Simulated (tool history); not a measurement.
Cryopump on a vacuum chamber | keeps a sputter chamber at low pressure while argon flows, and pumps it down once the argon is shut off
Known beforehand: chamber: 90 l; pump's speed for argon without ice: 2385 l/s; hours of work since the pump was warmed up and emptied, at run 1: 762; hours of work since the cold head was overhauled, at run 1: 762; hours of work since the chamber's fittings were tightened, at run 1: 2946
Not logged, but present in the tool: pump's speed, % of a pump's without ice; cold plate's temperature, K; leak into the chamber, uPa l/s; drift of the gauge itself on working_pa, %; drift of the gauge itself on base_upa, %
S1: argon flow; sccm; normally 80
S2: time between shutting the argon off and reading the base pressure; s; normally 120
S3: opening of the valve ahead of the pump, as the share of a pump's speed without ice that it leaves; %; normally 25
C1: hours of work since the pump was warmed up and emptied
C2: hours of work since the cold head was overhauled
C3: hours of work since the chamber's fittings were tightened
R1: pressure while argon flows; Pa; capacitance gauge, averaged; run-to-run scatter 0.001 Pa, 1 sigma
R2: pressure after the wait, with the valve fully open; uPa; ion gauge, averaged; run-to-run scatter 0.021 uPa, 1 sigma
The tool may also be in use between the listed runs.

Run 1, hour 0.0: usual settings; C1 762; C2 762; C3 2946. Result: R1 0.2446 Pa, R2 0.81 uPa.
Run 2, hour 28.5: usual settings; C1 781; C2 781; C3 2965. Result: R1 0.2455 Pa, R2 0.81 uPa.
Run 3, hour 56.5: usual settings; C1 801; C2 801; C3 2985. Result: R1 0.2480 Pa, R2 0.85 uPa.
Run 4, hour 74.9: usual settings; C1 813; C2 813; C3 2997. Result: R1 0.2459 Pa, R2 0.81 uPa.
Run 5, hour 103.4: usual settings but S3 28 %; C1 833; C2 833; C3 3017. Result: R1 0.2227 Pa, R2 0.82 uPa.
Run 6, hour 122.4: usual settings but S3 28 %; C1 846; C2 846; C3 3030. Result: R1 0.2235 Pa, R2 0.90 uPa.
Run 7, hour 146.1: usual settings but S1 36 sccm; C1 863; C2 863; C3 3047. Result: R1 0.1113 Pa, R2 0.85 uPa.
Run 8, hour 171.7: usual settings; C1 881; C2 881; C3 3064. Result: R1 0.2482 Pa, R2 0.79 uPa.
Run 9, hour 189.4: usual settings but S2 54 s; C1 893; C2 893; C3 3077. Result: R1 0.2488 Pa, R2 1.15 uPa.
Run 10, hour 215.8: usual settings but S2 54 s; C1 911; C2 911; C3 3095. Result: R1 0.2477 Pa, R2 1.21 uPa.
Run 11, hour 234.3: usual settings but S3 17 %; C1 924; C2 924; C3 3108. Result: R1 0.3570 Pa, R2 0.85 uPa.
Run 12, hour 263.4: usual settings but S1 75 sccm; C1 944; C2 944; C3 3128. Result: R1 0.2351 Pa, R2 0.87 uPa.
Run 13, hour 281.4: usual settings but S1 75 sccm; C1 956; C2 956; C3 3140. Result: R1 0.2348 Pa, R2 0.91 uPa.
Run 14, hour 306.4: usual settings but S3 35 %; C1 974; C2 974; C3 3158. Result: R1 0.1869 Pa, R2 0.94 uPa.
Run 15, hour 335.1: usual settings; C1 994; C2 994; C3 3177. Result: R1 0.2513 Pa, R2 0.92 uPa.
Run 16, hour 355.7: usual settings; C1 1008; C2 1008; C3 3192. Result: R1 0.2551 Pa, R2 0.92 uPa.
Run 17, hour 372.4: usual settings but S2 284 s; C1 1019; C2 1019; C3 3203. Result: R1 0.2534 Pa, R2 0.75 uPa.
Run 18, hour 392.9: usual settings but S2 38 s; C1 1034; C2 1034; C3 3217. Result: R1 0.2538 Pa, R2 1.53 uPa.
Run 19, hour 414.7: usual settings but S1 81 sccm, S2 40 s, S3 16 %; C1 1049; C2 1049; C3 3233. Result: R1 0.3823 Pa, R2 1.45 uPa.
Run 20, hour 447.7: usual settings but S1 81 sccm, S2 151 s, S3 19 %; C1 1071; C2 1071; C3 3255. Result: R1 0.3323 Pa, R2 0.87 uPa.
Run 21, hour 462.2: usual settings but S1 81 sccm, S2 151 s, S3 19 %; C1 1081; C2 1081; C3 3265. Result: R1 0.3319 Pa, R2 0.87 uPa.
Run 22, hour 480.7: usual settings but S1 81 sccm, S2 110 s, S3 19 %; C1 1094; C2 1094; C3 3278. Result: R1 0.3313 Pa, R2 0.96 uPa.
Run 23, hour 498.2: usual settings but S1 81 sccm, S2 155 s, S3 32 %; C1 1106; C2 1106; C3 3290. Result: R1 0.2078 Pa, R2 0.87 uPa.
Run 24, hour 524.0: usual settings but S1 97 sccm, S2 172 s, S3 18 %; C1 1124; C2 1124; C3 3308. Result: R1 0.4167 Pa, R2 0.88 uPa.
Run 25, hour 546.7: usual settings but S2 71 s; C1 1140; C2 1140; C3 3324. Result: R1 0.2582 Pa, R2 1.15 uPa.
Run 26, hour 564.5: usual settings but S1 35 sccm, S2 176 s; C1 1152; C2 1152; C3 3336. Result: R1 0.1128 Pa, R2 0.87 uPa.
At hour 586.0: pump warmed up, emptied and cooled again.
Run 27, hour 591.6: usual settings but S1 35 sccm, S2 176 s; C1 4; C2 1168; C3 3351. Result: R1 0.1001 Pa, R2 0.65 uPa.
Run 28, hour 611.4: usual settings but S1 46 sccm, S2 27 s, S3 30 %; C1 18; C2 1181; C3 3365. Result: R1 0.1100 Pa, R2 1.70 uPa.
Run 29, hour 637.6: usual settings but S3 33 %; C1 36; C2 1199; C3 3383. Result: R1 0.1740 Pa, R2 0.72 uPa.
Run 30, hour 656.1: usual settings but S1 39 sccm, S2 81 s, S3 18 %; C1 48; C2 1212; C3 3396. Result: R1 0.1542 Pa, R2 0.85 uPa.
Run 31, hour 682.6: usual settings but S1 42 sccm, S2 81 s, S3 18 %; C1 67; C2 1230; C3 3414. Result: R1 0.1652 Pa, R2 0.93 uPa.
Run 32, hour 710.9: usual settings but S1 47 sccm, S2 277 s; C1 86; C2 1250; C3 3434. Result: R1 0.1344 Pa, R2 0.58 uPa.
Run 33, hour 739.1: usual settings but S1 32 sccm, S2 54 s, S3 23 %; C1 106; C2 1270; C3 3454. Result: R1 0.0992 Pa, R2 1.11 uPa.
Run 34, hour 759.0: usual settings but S1 32 sccm, S2 85 s, S3 23 %; C1 120; C2 1283; C3 3467. Result: R1 0.1001 Pa, R2 0.85 uPa.
At hour 774.8: leaking fittings of the chamber tightened, without venting.
Run 35, hour 791.8: usual settings but S1 32 sccm, S2 85 s, S3 23 %; C1 141; C2 1305; C3 12. Result: R1 0.0996 Pa, R2 0.54 uPa.

Predict each of these 3 candidate next runs independently; none follows another, all start after run 35:
Run A, hour 821.1: usual settings but S1 32 sccm, S2 100 s, S3 46 %; C1 161; C2 1325; C3 32. Result: R1 ?, R2 ?.
Run B, hour 821.1: usual settings but S1 32 sccm, S2 27 s, S3 20 %; C1 161; C2 1325; C3 32. Result: R1 ?, R2 ?.
Run C, hour 821.1: usual settings but S1 87 sccm; C1 161; C2 1325; C3 32. Result: R1 ?, R2 ?.

run      R1    R2
  A  0.0514  0.50
  B  0.1147  1.37
  C  0.2497  0.40
Had the tool no hidden state, the same runs would have come out as:
run      R1    R2
  A  0.0499  0.49
  B  0.1132  1.36
  C  0.2457  0.39

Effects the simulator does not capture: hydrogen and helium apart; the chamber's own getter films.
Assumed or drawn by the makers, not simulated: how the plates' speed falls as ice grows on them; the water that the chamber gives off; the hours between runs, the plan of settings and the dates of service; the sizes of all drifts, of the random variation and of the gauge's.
